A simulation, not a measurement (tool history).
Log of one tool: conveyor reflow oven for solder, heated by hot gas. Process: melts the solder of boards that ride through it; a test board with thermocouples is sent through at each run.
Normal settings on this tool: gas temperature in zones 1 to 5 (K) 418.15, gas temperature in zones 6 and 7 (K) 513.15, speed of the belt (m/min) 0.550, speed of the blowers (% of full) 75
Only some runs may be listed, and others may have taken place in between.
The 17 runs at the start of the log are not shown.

run,hour,gas temperature in zones 1 to 5 (K),gas temperature in zones 6 and 7 (K),speed of the belt (m/min),speed of the blowers (% of full),hours of work since the flux was cleaned out,hours of work since the belt drive was overhauled,hours of work since the thermocouples were changed,highest temperature of the board (K),time above the solder's melting point (s)
18,130.3,422.15,519.15,0.521,60,158,136,433,502.25,82.6
19,138.3,422.15,519.15,0.521,60,164,142,439,502.25,82.7
20,147.2,422.15,519.15,0.631,60,171,149,446,495.35,63.7
21,153.6,418.15,507.15,0.582,74,176,154,450,491.75,65.6
22,164.4,418.15,507.15,0.582,74,184,162,459,491.45,65.4
23,171.9,418.15,507.15,0.621,64,189,168,464,486.75,56.4
24,181.1,418.15,502.15,0.550,67,196,175,471,487.45,65.4
25,189.9,418.15,502.15,0.550,67,203,181,478,487.45,65.7
26,199.2,418.15,502.15,0.550,67,210,188,485,487.25,65.7
# hour 207.4: flux residue cleaned out of gas plates and filters
27,214.6,418.15,513.15,0.550,56,5,196,493,493.35,69.8
28,224.2,418.15,509.15,0.550,59,13,204,500,491.35,68.4
29,229.2,413.15,527.15,0.550,59,17,207,504,505.35,76.5
30,240.3,407.15,515.15,0.586,59,25,216,512,491.35,59.8

Each row is a separate what-if for the run after 30, all from the same tool condition, not one after another. Results?
A,245.2,429.15,519.15,0.586,59,29,220,516,?,?
B,245.2,407.15,507.15,0.621,59,29,220,516,?,?
C,245.2,424.15,513.15,0.550,75,29,220,516,?,?
D,245.2,407.15,505.15,0.586,75,29,220,516,?,?
E,245.2,418.15,516.15,0.550,75,29,220,516,?,?

run,highest temperature of the board (K),time above the solder's melting point (s)
A,499.25,74.6
B,482.75,48.1
C,499.95,78.1
D,488.25,57.7
E,501.45,76.2
Take away the tool's hidden state, keep each run's random variation, and the runs would have read:
run,highest temperature of the board (K),time above the solder's melting point (s)
A,499.25,74.5
B,482.75,48.1
C,499.95,78.1
D,488.25,57.7
E,501.45,76.2
